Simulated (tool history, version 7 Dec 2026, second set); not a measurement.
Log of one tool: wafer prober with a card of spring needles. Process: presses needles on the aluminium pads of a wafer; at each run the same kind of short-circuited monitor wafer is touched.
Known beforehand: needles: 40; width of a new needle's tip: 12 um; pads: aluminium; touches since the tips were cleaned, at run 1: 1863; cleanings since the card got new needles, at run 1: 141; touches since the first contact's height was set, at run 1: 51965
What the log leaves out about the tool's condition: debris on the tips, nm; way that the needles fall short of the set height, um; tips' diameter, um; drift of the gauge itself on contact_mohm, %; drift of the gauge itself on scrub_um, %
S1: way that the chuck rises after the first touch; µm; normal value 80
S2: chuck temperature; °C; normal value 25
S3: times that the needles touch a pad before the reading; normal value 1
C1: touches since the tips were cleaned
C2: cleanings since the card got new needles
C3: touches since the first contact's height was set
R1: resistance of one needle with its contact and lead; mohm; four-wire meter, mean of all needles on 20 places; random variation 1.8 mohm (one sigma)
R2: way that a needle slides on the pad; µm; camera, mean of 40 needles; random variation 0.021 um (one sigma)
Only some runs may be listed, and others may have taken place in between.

{"run": 1, "hour": 0.0, "S1": 80, "S2": 25, "S3": 1, "C1": 1863, "C2": 141, "C3": 51965, "R1": 182, "R2": 19.39}
{"hour": 6.4, "done": "tips cleaned on abrasive film"}
{"hour": 17.1, "done": "tips cleaned on abrasive film"}
{"run": 2, "hour": 20.9, "S1": 80, "S2": 25, "S3": 1, "C1": 1915, "C2": 143, "C3": 62471, "R1": 183, "R2": 19.39}
{"hour": 28.1, "done": "tips cleaned on abrasive film"}
{"hour": 39.4, "done": "tips cleaned on abrasive film"}
{"hour": 51.1, "done": "tips cleaned on abrasive film"}
{"hour": 58.1, "done": "height of the first contact set anew"}
{"run": 3, "hour": 58.8, "S1": 64, "S2": 25, "S3": 1, "C1": 3779, "C2": 146, "C3": 377, "R1": 184, "R2": 15.47}
{"hour": 61.3, "done": "tips cleaned on abrasive film"}
{"hour": 73.0, "done": "tips cleaned on abrasive film"}
{"hour": 84.7, "done": "tips cleaned on abrasive film"}
{"run": 4, "hour": 84.7, "S1": 64, "S2": 25, "S3": 1, "C1": 0, "C2": 149, "C3": 13345, "R1": 183, "R2": 15.45}
{"hour": 96.6, "done": "tips cleaned on abrasive film"}
{"hour": 107.9, "done": "tips cleaned on abrasive film"}
{"run": 5, "hour": 113.4, "S1": 64, "S2": 25, "S3": 1, "C1": 2769, "C2": 151, "C3": 27784, "R1": 184, "R2": 15.46}
{"hour": 118.2, "done": "tips cleaned on abrasive film"}
{"hour": 129.5, "done": "tips cleaned on abrasive film"}
{"hour": 139.1, "done": "tips cleaned on abrasive film"}
{"hour": 148.8, "done": "tips cleaned on abrasive film"}
{"run": 6, "hour": 148.8, "S1": 64, "S2": 25, "S3": 1, "C1": 0, "C2": 155, "C3": 45554, "R1": 183, "R2": 15.41}
{"hour": 160.1, "done": "tips cleaned on abrasive film"}
{"hour": 171.7, "done": "tips cleaned on abrasive film"}
{"run": 7, "hour": 179.7, "S1": 64, "S2": 25, "S3": 1, "C1": 4058, "C2": 157, "C3": 61096, "R1": 184, "R2": 15.4}
{"hour": 182.1, "done": "tips cleaned on abrasive film"}
{"hour": 193.9, "done": "tips cleaned on abrasive film"}
{"run": 8, "hour": 199.2, "S1": 80, "S2": 77, "S3": 1, "C1": 2656, "C2": 159, "C3": 70893, "R1": 193, "R2": 19.23}
{"hour": 204.0, "done": "tips cleaned on abrasive film"}
{"hour": 215.7, "done": "tips cleaned on abrasive film"}
{"hour": 220.2, "done": "height of the first contact set anew"}
{"hour": 227.0, "done": "tips cleaned on abrasive film"}
{"run": 9, "hour": 234.6, "S1": 80, "S2": 77, "S3": 1, "C1": 3862, "C2": 162, "C3": 7280, "R1": 192, "R2": 19.26}
{"hour": 237.1, "done": "tips cleaned on abrasive film"}
{"hour": 248.9, "done": "tips cleaned on abrasive film"}
{"run": 10, "hour": 257.1, "S1": 80, "S2": 77, "S3": 1, "C1": 4126, "C2": 164, "C3": 18562, "R1": 194, "R2": 19.26}
{"hour": 259.5, "done": "tips cleaned on abrasive film"}
{"hour": 271.3, "done": "tips cleaned on abrasive film"}
{"hour": 283.0, "done": "tips cleaned on abrasive film"}
{"hour": 294.9, "done": "tips cleaned on abrasive film"}
{"run": 11, "hour": 297.5, "S1": 80, "S2": 77, "S3": 1, "C1": 1305, "C2": 168, "C3": 38843, "R1": 194, "R2": 19.22}
{"hour": 306.4, "done": "tips cleaned on abrasive film"}
{"hour": 315.9, "done": "tips cleaned on abrasive film"}
{"run": 12, "hour": 320.7, "S1": 80, "S2": 77, "S3": 1, "C1": 2443, "C2": 170, "C3": 50551, "R1": 197, "R2": 19.24}
{"hour": 327.6, "done": "tips cleaned on abrasive film"}
{"hour": 339.5, "done": "tips cleaned on abrasive film"}
{"run": 13, "hour": 346.4, "S1": 96, "S2": 25, "S3": 2, "C1": 3506, "C2": 172, "C3": 63451, "R1": 182, "R2": 23.04}
{"hour": 350.6, "done": "tips cleaned on abrasive film"}
{"hour": 361.9, "done": "tips cleaned on abrasive film"}
{"hour": 373.8, "done": "tips cleaned on abrasive film"}
{"run": 14, "hour": 376.9, "S1": 88, "S2": 32, "S3": 3, "C1": 1567, "C2": 175, "C3": 78767, "R1": 182, "R2": 21.1}
{"hour": 381.7, "done": "height of the first contact set anew"}
{"hour": 384.1, "done": "tips cleaned on abrasive film"}
{"hour": 395.8, "done": "tips cleaned on abrasive film"}
{"hour": 407.6, "done": "tips cleaned on abrasive film"}
{"run": 15, "hour": 411.6, "S1": 88, "S2": 32, "S3": 2, "C1": 2027, "C2": 178, "C3": 15043, "R1": 187, "R2": 21.11}
{"hour": 417.9, "done": "tips cleaned on abrasive film"}
{"hour": 429.0, "done": "tips cleaned on abrasive film"}
{"hour": 440.2, "done": "tips cleaned on abrasive film"}
{"run": 16, "hour": 440.2, "S1": 88, "S2": 32, "S3": 2, "C1": 0, "C2": 181, "C3": 29383, "R1": 186, "R2": 21.1}
{"hour": 451.3, "done": "tips cleaned on abrasive film"}
{"hour": 463.2, "done": "tips cleaned on abrasive film"}
{"run": 17, "hour": 463.8, "S1": 65, "S2": 41, "S3": 1, "C1": 319, "C2": 183, "C3": 41249, "R1": 186, "R2": 15.58}
{"hour": 472.9, "done": "tips cleaned on abrasive film"}
{"hour": 484.0, "done": "tips cleaned on abrasive film"}
{"hour": 493.6, "done": "tips cleaned on abrasive film"}
{"run": 18, "hour": 497.7, "S1": 65, "S2": 41, "S3": 1, "C1": 2095, "C2": 186, "C3": 58283, "R1": 190, "R2": 15.54}
{"hour": 504.7, "done": "tips cleaned on abrasive film"}
{"hour": 516.2, "done": "tips cleaned on abrasive film"}
{"hour": 527.7, "done": "tips cleaned on abrasive film"}
{"hour": 537.2, "done": "tips cleaned on abrasive film"}
{"run": 19, "hour": 539.8, "S1": 65, "S2": 41, "S3": 1, "C1": 1293, "C2": 190, "C3": 79415, "R1": 187, "R2": 15.47}
{"hour": 542.4, "done": "height of the first contact set anew"}
{"hour": 547.2, "done": "tips cleaned on abrasive film"}
{"hour": 558.9, "done": "tips cleaned on abrasive film"}
{"hour": 570.6, "done": "tips cleaned on abrasive film"}
{"hour": 581.8, "done": "tips cleaned on abrasive film"}
{"run": 20, "hour": 581.8, "S1": 82, "S2": 29, "S3": 2, "C1": 0, "C2": 194, "C3": 19792, "R1": 182, "R2": 19.62}
{"hour": 593.1, "done": "tips cleaned on abrasive film"}
{"hour": 604.4, "done": "tips cleaned on abrasive film"}
{"run": 21, "hour": 611.0, "S1": 82, "S2": 29, "S3": 2, "C1": 3364, "C2": 196, "C3": 34507, "R1": 185, "R2": 19.55}
{"hour": 615.8, "done": "tips cleaned on abrasive film"}
{"hour": 627.5, "done": "tips cleaned on abrasive film"}
{"run": 22, "hour": 634.0, "S1": 64, "S2": 29, "S3": 2, "C1": 3318, "C2": 198, "C3": 46060, "R1": 183, "R2": 15.27}
{"hour": 638.6, "done": "tips cleaned on abrasive film"}
{"hour": 650.4, "done": "tips cleaned on abrasive film"}
{"hour": 661.9, "done": "tips cleaned on abrasive film"}
{"run": 23, "hour": 670.3, "S1": 64, "S2": 29, "S3": 2, "C1": 4261, "C2": 201, "C3": 64303, "R1": 187, "R2": 15.23}

3 ways to go on from here, each from the tool as it stands after run 23. What would each give?
{"hour": 672.7, "done": "tips cleaned on abrasive film"}
{"hour": 684.0, "done": "tips cleaned on abrasive film"}
{"hour": 693.5, "done": "tips cleaned on abrasive film"}
{"hour": 703.1, "done": "height of the first contact set anew"}
{"hour": 703.8, "done": "tips cleaned on abrasive film"}
{"run": "A", "hour": 703.8, "S1": 61, "S2": 25, "S3": 1, "C1": 0, "C2": 205, "C3": 297, "R1": "?", "R2": "?"}
{"hour": 672.7, "done": "tips cleaned on abrasive film"}
{"hour": 684.0, "done": "tips cleaned on abrasive film"}
{"hour": 693.5, "done": "tips cleaned on abrasive film"}
{"hour": 703.1, "done": "height of the first contact set anew"}
{"hour": 703.8, "done": "tips cleaned on abrasive film"}
{"run": "B", "hour": 703.8, "S1": 80, "S2": 35, "S3": 1, "C1": 0, "C2": 205, "C3": 297, "R1": "?", "R2": "?"}
{"hour": 672.7, "done": "tips cleaned on abrasive film"}
{"hour": 684.0, "done": "tips cleaned on abrasive film"}
{"hour": 693.5, "done": "tips cleaned on abrasive film"}
{"hour": 703.1, "done": "height of the first contact set anew"}
{"hour": 703.8, "done": "tips cleaned on abrasive film"}
{"run": "C", "hour": 703.8, "S1": 71, "S2": 29, "S3": 2, "C1": 0, "C2": 205, "C3": 297, "R1": "?", "R2": "?"}

run=A R1=186 R2=14.51
run=B R1=187 R2=19.05
run=C R1=183 R2=16.9
Without the tool's unlogged condition, the same runs would have read:
run=A R1=186 R2=14.78
run=B R1=187 R2=19.41
run=C R1=183 R2=17.21
